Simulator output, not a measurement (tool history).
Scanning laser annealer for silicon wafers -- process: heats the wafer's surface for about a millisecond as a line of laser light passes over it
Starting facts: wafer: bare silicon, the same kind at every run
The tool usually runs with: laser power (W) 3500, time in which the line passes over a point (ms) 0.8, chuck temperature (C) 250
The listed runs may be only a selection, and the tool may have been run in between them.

run	hour	laser power (W)	time in which the line passes over a point (ms)	chuck temperature (C)	highest temperature of the surface (C)
1	0	3500	0.8	250	1022
2	24.2	3500	0.8	250	1021
3	52.6	3500	0.8	250	1020
4	86.8	3706	0.8	250	1078
5	105	3706	0.8	250	1078
6	140.3	3215	0.8	250	942
7	166.7	3215	0.8	250	941
8	197.4	3500	0.598	250	901
9	217	3500	0.8	250	1014
10	244.9	3500	0.8	250	1015
11	265.7	3678	0.8	250	1063
12	290.7	3678	0.8	250	1061
13	309.6	3500	0.8	265	1024
14	324.8	3500	0.8	265	1024
15	351.3	3500	0.835	250	1025
16	382	3500	0.835	248	1022
17	410	3500	0.835	248	1022
18	427.5	3500	0.835	248	1022
19	450.5	3500	0.835	248	1019
20	473.7	3500	0.835	248	1019
21	498.3	3527	0.599	217	865
22	526	3527	0.599	217	861
23	544.9	3546	0.966	250	1097
24	565.9	3564	0.7	250	963
25	600.4	3798	0.88	288	1161
26	636	3118	0.665	288	870
# hour 642.6: window over the wafer cleaned
27	661.2	3249	0.665	240	875
28	684.9	3308	0.665	236	885
29	709.1	3500	0.8	269	1039
30	731.4	3500	0.8	242	1011
31	755	3210	0.67	250	871
32	780.5	3210	0.785	272	955

Run 33 is up next; what results do you expect?
33	817.9	3737	0.911	246	?

Run 33 came out at highest temperature of the surface (C) 1142.
With no hidden state in the tool, this same run would have given highest temperature of the surface (C) 1158.

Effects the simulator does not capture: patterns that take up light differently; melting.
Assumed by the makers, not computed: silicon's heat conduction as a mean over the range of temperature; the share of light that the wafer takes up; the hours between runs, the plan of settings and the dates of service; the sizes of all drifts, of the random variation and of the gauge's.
